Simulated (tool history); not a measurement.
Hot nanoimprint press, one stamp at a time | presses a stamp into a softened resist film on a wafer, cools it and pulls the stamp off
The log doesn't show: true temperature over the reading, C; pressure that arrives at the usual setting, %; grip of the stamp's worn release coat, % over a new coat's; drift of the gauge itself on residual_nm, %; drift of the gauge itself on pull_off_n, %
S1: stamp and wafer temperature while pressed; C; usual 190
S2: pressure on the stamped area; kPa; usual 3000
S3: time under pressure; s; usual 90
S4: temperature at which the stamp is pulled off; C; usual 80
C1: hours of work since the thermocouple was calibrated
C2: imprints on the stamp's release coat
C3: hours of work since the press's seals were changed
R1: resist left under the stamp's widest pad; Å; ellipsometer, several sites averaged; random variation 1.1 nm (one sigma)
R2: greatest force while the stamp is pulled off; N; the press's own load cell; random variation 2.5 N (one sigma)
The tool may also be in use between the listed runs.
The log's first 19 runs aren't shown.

run    hour   S1    S2  S3  S4   C1   C2   C3    R1   R2
      726.7  -- press's hydraulic seals changed and the load cell set to zero
 20   726.7  188  2560  47  71  376  766    0  4648  193
 21   772.5  190  3450  90  77  402  949   26  3086  162
      790.7  -- stamp cleaned and given a new release coat
 22   808.4  190  2410  52  71  419   72   43  4350  188
 23   836.5  183  2410  86  71  435  184   59  4857  186
 24   871.5  183  2410  86  71  455  325   79  4800  185
 25   918.3  186  3360  57  83  482  513  106  4262  144
      937.2  -- plate thermocouple calibrated
 26   947.5  190  1970  90  86    6  618  121  4006  132
 27   993.2  201  3000  90  80   32  802  147  2040  154
 28  1028.7  201  3000  90  80   52  944  167  2048  156
       1051  -- stamp cleaned and given a new release coat
 29  1067.4  178  2460  88  68   71   66  186  5521  191
 30  1116.4  178  2460  88  68   99  263  214  5473  194

4 ways to go on from here, each from the tool as it stands after run 30. What would each give?
  A  1153.4  193  3000  90  80  120  411  235   ?   ?
  B  1153.4  190  3000  90  75  120  411  235   ?   ?
  C  1153.4  187  3700  73  80  120  411  235   ?   ?
  D  1153.4  180  3210  88  75  120  411  235   ?   ?

run    R1   R2
  A  2888  155
  B  3282  175
  C  3606  157
  D  4767  166
Without the tool's hidden state the same runs would have given:
run    R1   R2
  A  2943  154
  B  3345  174
  C  3675  157
  D  4859  166

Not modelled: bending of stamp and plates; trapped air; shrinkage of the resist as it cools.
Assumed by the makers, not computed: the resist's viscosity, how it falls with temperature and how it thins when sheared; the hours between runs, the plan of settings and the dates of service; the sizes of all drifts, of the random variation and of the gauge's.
